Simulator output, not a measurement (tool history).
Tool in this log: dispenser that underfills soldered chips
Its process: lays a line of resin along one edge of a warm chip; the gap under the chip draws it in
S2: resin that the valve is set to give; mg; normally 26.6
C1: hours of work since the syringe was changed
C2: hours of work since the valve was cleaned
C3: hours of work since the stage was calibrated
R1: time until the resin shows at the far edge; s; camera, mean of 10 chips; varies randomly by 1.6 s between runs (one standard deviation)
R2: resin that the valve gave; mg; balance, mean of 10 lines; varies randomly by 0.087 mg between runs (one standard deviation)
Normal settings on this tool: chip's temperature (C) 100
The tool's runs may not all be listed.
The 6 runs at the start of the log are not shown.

run 7 day=1.208 | chip's_temperature_(C)=109 S2=26.6 | C1=4 C2=48 C3=73 | R1=163.2 R2=26.02
-- day=1.312 new syringe of resin
run 8 day=1.500 | chip's_temperature_(C)=100 S2=26.6 | C1=3 C2=52 C3=78 | R1=203.3 R2=25.92
-- day=1.692 new syringe of resin
run 9 day=1.767 | chip's_temperature_(C)=100 S2=26.6 | C1=1 C2=56 C3=81 | R1=179.1 R2=26.06
run 10 day=1.954 | chip's_temperature_(C)=100 S2=26.6 | C1=4 C2=59 C3=84 | R1=218.6 R2=25.87
-- day=2.075 new syringe of resin
run 11 day=2.196 | chip's_temperature_(C)=99 S2=26.6 | C1=2 C2=63 C3=88 | R1=193.3 R2=25.79
run 12 day=2.421 | chip's_temperature_(C)=99 S2=26.6 | C1=5 C2=66 C3=91 | R1=242.8 R2=25.62
-- day=2.446 new syringe of resin
run 13 day=2.579 | chip's_temperature_(C)=99 S2=32.6 | C1=2 C2=68 C3=93 | R1=192.4 R2=31.55
-- day=2.825 new syringe of resin
run 14 day=2.867 | chip's_temperature_(C)=99 S2=32.6 | C1=1 C2=72 C3=98 | R1=172.9 R2=31.39
-- day=2.958 dispensing valve cleaned and set on the balance
run 15 day=3.100 | chip's_temperature_(C)=100 S2=26.6 | C1=4 C2=2 C3=100 | R1=208.5 R2=26.51
-- day=3.238 new syringe of resin
run 16 day=3.333 | chip's_temperature_(C)=100 S2=26.6 | C1=1 C2=5 C3=104 | R1=177.0 R2=26.48
run 17 day=3.458 | chip's_temperature_(C)=100 S2=33.7 | C1=3 C2=7 C3=106 | R1=193.2 R2=33.69
-- day=3.604 new syringe of resin
run 18 day=3.717 | chip's_temperature_(C)=100 S2=24.8 | C1=2 C2=11 C3=109 | R1=189.4 R2=24.59

Run 19 has not been measured yet. What should we expect?
run 19 day=3.858 | chip's_temperature_(C)=97 S2=29.2 | C1=4 C2=13 C3=111 | R1=? R2=?

R1: 229.3 s
R2: 29.01 mg
With no hidden state in the tool, this same run would have given R1 173.2 s, R2 29.19 mg.
